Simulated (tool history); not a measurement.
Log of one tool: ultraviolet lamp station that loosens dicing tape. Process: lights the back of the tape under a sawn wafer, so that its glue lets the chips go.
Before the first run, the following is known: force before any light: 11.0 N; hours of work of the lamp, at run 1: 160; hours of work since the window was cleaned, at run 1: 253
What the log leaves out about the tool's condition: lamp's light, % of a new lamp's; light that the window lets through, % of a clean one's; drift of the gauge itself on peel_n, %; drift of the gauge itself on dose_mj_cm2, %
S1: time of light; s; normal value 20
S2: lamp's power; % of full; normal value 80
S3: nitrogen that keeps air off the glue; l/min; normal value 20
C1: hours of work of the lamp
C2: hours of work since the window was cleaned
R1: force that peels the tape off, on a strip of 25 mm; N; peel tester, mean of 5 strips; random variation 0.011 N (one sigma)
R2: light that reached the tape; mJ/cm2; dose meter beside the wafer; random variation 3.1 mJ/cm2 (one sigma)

run 1 hour=0 | S1=20 S2=80 S3=20 | C1=160 C2=253 | R1=0.768 R2=404
run 2 hour=8.9 | S1=20 S2=80 S3=20 | C1=165 C2=258 | R1=0.758 R2=403
run 3 hour=19.5 | S1=20 S2=80 S3=20 | C1=170 C2=263 | R1=0.76 R2=400
run 4 hour=31.6 | S1=23 S2=80 S3=20 | C1=177 C2=269 | R1=0.544 R2=462
run 5 hour=38.6 | S1=20 S2=80 S3=20 | C1=180 C2=273 | R1=0.82 R2=394
run 6 hour=48.4 | S1=20 S2=80 S3=20 | C1=185 C2=278 | R1=0.784 R2=398
run 7 hour=54.9 | S1=20 S2=75 S3=20 | C1=189 C2=281 | R1=0.877 R2=375
run 8 hour=64.7 | S1=20 S2=75 S3=20 | C1=194 C2=287 | R1=0.94 R2=372
run 9 hour=74.2 | S1=20 S2=75 S3=20 | C1=199 C2=291 | R1=0.919 R2=364
run 10 hour=82.4 | S1=10 S2=61 S3=9 | C1=203 C2=296 | R1=4.713 R2=154
run 11 hour=94.4 | S1=10 S2=61 S3=9 | C1=209 C2=302 | R1=4.832 R2=151

Run 12, settings as shown, results not yet in. Your forecast:
run 12 hour=101.5 | S1=20 S2=80 S3=12 | C1=213 C2=306 | R1=? R2=?

R1: 1.123 N
R2: 393 mJ/cm2
Had the tool carried no hidden state, the very same run would have given R1 0.722 N, R2 475 mJ/cm2.

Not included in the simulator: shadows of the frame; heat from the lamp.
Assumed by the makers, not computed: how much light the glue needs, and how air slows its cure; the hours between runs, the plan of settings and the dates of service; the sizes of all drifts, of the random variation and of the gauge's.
